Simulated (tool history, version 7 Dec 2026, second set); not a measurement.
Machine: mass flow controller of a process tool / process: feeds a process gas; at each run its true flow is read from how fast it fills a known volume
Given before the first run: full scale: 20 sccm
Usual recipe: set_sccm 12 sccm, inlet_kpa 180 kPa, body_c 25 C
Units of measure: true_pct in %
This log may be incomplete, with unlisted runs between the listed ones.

run     day  set_sccm  inlet_kpa  body_c  true_pct
  1   0.000        12        180      25     98.62
  2   3.767        12        180      25     98.40
  3   6.325        12        180      32     98.77
  4   9.688        12        180      32     98.69
  5  13.154         4        180      25     96.55
  6  15.462         4        180      25     96.55
  7  18.233        12        180      21     98.45
  8  21.125        12        180      27     98.43
  9  24.408        12        183      38     98.86
 10  27.658        12        183      38     98.80
 11  30.242        12        145      33     98.43
 12  32.304         3        229      32     96.23
 13  34.196         3        229      32     96.13
 14  37.846        12        165      36     98.60
 15  39.750        12        216      32     98.76

What if the next run were any one of these 3? Each begins from the tool's condition after run 15:
  A  42.021         3        268      25         ?
  B  42.021        10        216      32         ?
  C  42.021        11        155      39         ?

run  true_pct
  A     95.94
  B     98.28
  C     98.53
With no hidden state in the tool, these same runs would have given:
run  true_pct
  A     98.52
  B     99.14
  C     99.32

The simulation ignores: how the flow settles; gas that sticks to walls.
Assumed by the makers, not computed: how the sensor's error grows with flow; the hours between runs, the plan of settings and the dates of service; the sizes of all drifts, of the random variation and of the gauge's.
